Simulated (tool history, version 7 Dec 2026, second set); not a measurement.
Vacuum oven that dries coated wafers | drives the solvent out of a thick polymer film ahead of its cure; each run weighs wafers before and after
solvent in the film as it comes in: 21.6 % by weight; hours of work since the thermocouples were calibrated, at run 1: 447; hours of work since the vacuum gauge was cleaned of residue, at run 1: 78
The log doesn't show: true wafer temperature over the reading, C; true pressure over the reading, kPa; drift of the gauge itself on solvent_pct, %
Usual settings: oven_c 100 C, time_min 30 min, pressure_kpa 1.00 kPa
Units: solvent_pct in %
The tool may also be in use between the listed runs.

run   hour  oven_c  time_min  pressure_kpa  hours of work since the thermocouples were calibrated  hours of work since the vacuum gauge was cleaned of residue  solvent_pct
  1    0.0     100        30          1.00                                                    447                                                           78         1.44
  2   10.6     100        30          1.00                                                    456                                                           87         1.43
  3   18.2     100        30          1.00                                                    462                                                           93         1.37
  4   28.0     100        30          1.00                                                    469                                                          100         1.45
  5   37.7     100        30          1.00                                                    477                                                          108         1.37
  6   47.4     104        30          1.00                                                    484                                                          115         1.03
  7   57.6     104        30          1.00                                                    492                                                          123         1.04
  8   63.4     100        30          1.11                                                    496                                                          127         1.41
  9   72.4     100        30          1.00                                                    503                                                          134         1.47
 10   83.0     100        30          1.00                                                    512                                                          143         1.41
 11   93.2     100        30          1.00                                                    519                                                          150         1.45
 12  102.1     100        30          1.00                                                    526                                                          157         1.38
 13  113.3     100        30          1.00                                                    535                                                          166         1.41
 14  125.4     107        17          0.90                                                    544                                                          175         2.20
 15  130.7     100        30          2.02                                                    548                                                          179         1.94
 16  139.3     100        30          2.02                                                    555                                                          186         1.97
 17  149.9      97        30          3.13                                                    563                                                          194         3.17
 18  155.5      97        30          3.13                                                    568                                                          199         3.20
 19  164.7      97        30          3.13                                                    575                                                          206         3.19
 20  171.5     102        30          2.84                                                    580                                                          211         2.22
 21  178.0     100        40          1.41                                                    585                                                          216         1.21
 22  183.9     101        41          1.41                                                    589                                                          220         1.13
 23  196.2     110        18          2.41                                                    599                                                          230         2.20
 24  208.0     100        30          1.22                                                    608                                                          239         1.59
 25  214.5     100        30          1.22                                                    613                                                          244         1.43
 26  225.2      95        49          3.51                                                    621                                                          252         2.75

Forecast each of these 3 alternatives for the next run:
  A  232.0      95        41          1.01                                                    627                                                          258            ?
  B  232.0      95        49          3.06                                                    627                                                          258            ?
  C  232.0     113        29          0.99                                                    627                                                          258            ?

run  solvent_pct
  A         1.40
  B         2.55
  C         0.41
Without the tool's hidden state the same runs would have given:
run  solvent_pct
  A         1.20
  B         2.32
  C         0.33

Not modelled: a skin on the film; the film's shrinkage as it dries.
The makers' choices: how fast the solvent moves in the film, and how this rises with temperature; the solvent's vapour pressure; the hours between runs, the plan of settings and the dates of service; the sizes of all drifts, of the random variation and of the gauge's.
